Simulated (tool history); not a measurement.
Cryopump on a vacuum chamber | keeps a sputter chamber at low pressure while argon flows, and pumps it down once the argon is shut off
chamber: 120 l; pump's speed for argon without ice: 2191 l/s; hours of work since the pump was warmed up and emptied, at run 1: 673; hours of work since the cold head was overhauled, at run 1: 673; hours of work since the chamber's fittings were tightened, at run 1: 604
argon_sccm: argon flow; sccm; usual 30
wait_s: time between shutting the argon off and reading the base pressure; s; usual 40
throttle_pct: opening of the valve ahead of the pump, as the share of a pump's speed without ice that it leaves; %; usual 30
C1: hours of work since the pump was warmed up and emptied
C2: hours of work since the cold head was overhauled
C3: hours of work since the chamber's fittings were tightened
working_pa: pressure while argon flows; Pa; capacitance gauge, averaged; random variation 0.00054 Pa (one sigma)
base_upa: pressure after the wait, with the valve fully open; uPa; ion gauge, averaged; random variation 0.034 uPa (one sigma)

Run 1, day 0.000: usual settings; C1 673; C2 673; C3 604. Result: working_pa 0.0817 Pa, base_upa 2.03 uPa.
Run 2, day 0.875: usual settings; C1 683; C2 683; C3 614. Result: working_pa 0.0811 Pa, base_upa 2.06 uPa.
Run 3, day 1.758: usual settings; C1 692; C2 692; C3 623. Result: working_pa 0.0813 Pa, base_upa 2.11 uPa.
Run 4, day 3.150: usual settings; C1 707; C2 707; C3 638. Result: working_pa 0.0807 Pa, base_upa 2.09 uPa.
Run 5, day 5.021: usual settings but wait_s 23 s; C1 727; C2 727; C3 658. Result: working_pa 0.0826 Pa, base_upa 3.32 uPa.
Run 6, day 6.400: usual settings but wait_s 23 s; C1 742; C2 742; C3 673. Result: working_pa 0.0815 Pa, base_upa 3.27 uPa.
Run 7, day 8.154: usual settings but wait_s 23 s; C1 761; C2 761; C3 692. Result: working_pa 0.0826 Pa, base_upa 3.36 uPa.
Run 8, day 9.746: usual settings but wait_s 23 s; C1 778; C2 778; C3 709. Result: working_pa 0.0812 Pa, base_upa 3.38 uPa.
Run 9, day 11.038: usual settings but wait_s 23 s; C1 792; C2 792; C3 723. Result: working_pa 0.0825 Pa, base_upa 3.39 uPa.
Run 10, day 12.404: usual settings but wait_s 65 s; C1 806; C2 806; C3 738. Result: working_pa 0.0832 Pa, base_upa 1.47 uPa.
Run 11, day 13.279: usual settings; C1 816; C2 816; C3 747. Result: working_pa 0.0827 Pa, base_upa 2.10 uPa.
Run 12, day 14.638: usual settings; C1 830; C2 830; C3 762. Result: working_pa 0.0817 Pa, base_upa 2.17 uPa.
Run 13, day 15.567: usual settings but argon_sccm 44 sccm; C1 840; C2 840; C3 772. Result: working_pa 0.1209 Pa, base_upa 2.11 uPa.
Run 14, day 16.658: usual settings but wait_s 45 s; C1 852; C2 852; C3 783. Result: working_pa 0.0822 Pa, base_upa 1.94 uPa.
Run 15, day 17.800: usual settings but wait_s 45 s; C1 864; C2 864; C3 796. Result: working_pa 0.0827 Pa, base_upa 2.01 uPa.
Run 16, day 19.033: usual settings; C1 878; C2 878; C3 809. Result: working_pa 0.0828 Pa, base_upa 2.16 uPa.
Run 17, day 20.542: usual settings but wait_s 45 s; C1 894; C2 894; C3 825. Result: working_pa 0.0832 Pa, base_upa 1.99 uPa.
Run 18, day 21.933: usual settings but wait_s 45 s; C1 909; C2 909; C3 840. Result: working_pa 0.0823 Pa, base_upa 1.99 uPa.
Run 19, day 23.533: usual settings but wait_s 45 s; C1 926; C2 926; C3 857. Result: working_pa 0.0819 Pa, base_upa 2.06 uPa.
Run 20, day 25.050: usual settings but argon_sccm 24 sccm, wait_s 60 s, throttle_pct 37 %; C1 942; C2 942; C3 874. Result: working_pa 0.0550 Pa, base_upa 1.60 uPa.
Run 21, day 26.342: usual settings but argon_sccm 42 sccm, wait_s 220 s; C1 956; C2 956; C3 887. Result: working_pa 0.1176 Pa, base_upa 0.83 uPa.
Run 22, day 28.150: usual settings but argon_sccm 42 sccm, wait_s 220 s; C1 976; C2 976; C3 907. Result: working_pa 0.1178 Pa, base_upa 0.81 uPa.
Run 23, day 29.125: usual settings but throttle_pct 25 %; C1 986; C2 986; C3 917. Result: working_pa 0.1002 Pa, base_upa 2.17 uPa.
Run 24, day 30.133: usual settings but argon_sccm 57 sccm, wait_s 22 s, throttle_pct 50 %; C1 997; C2 997; C3 928. Result: working_pa 0.1005 Pa, base_upa 3.69 uPa.
Run 25, day 32.004: usual settings but argon_sccm 36 sccm, wait_s 58 s, throttle_pct 16 %; C1 1017; C2 1017; C3 948. Result: working_pa 0.1809 Pa, base_upa 1.70 uPa.
Run 26, day 33.038: usual settings but argon_sccm 27 sccm, wait_s 60 s, throttle_pct 49 %; C1 1028; C2 1028; C3 959. Result: working_pa 0.0493 Pa, base_upa 1.69 uPa.

The next listed run, before its measurement:
Run 27, day 34.346: usual settings but argon_sccm 14 sccm, wait_s 60 s, throttle_pct 49 %; C1 1042; C2 1042; C3 974. Result: working_pa ?, base_upa ?.

working_pa: 0.0259 Pa
base_upa: 1.66 uPa
Without the tool's hidden state the same run would have given working_pa 0.0226 Pa, base_upa 1.26 uPa.

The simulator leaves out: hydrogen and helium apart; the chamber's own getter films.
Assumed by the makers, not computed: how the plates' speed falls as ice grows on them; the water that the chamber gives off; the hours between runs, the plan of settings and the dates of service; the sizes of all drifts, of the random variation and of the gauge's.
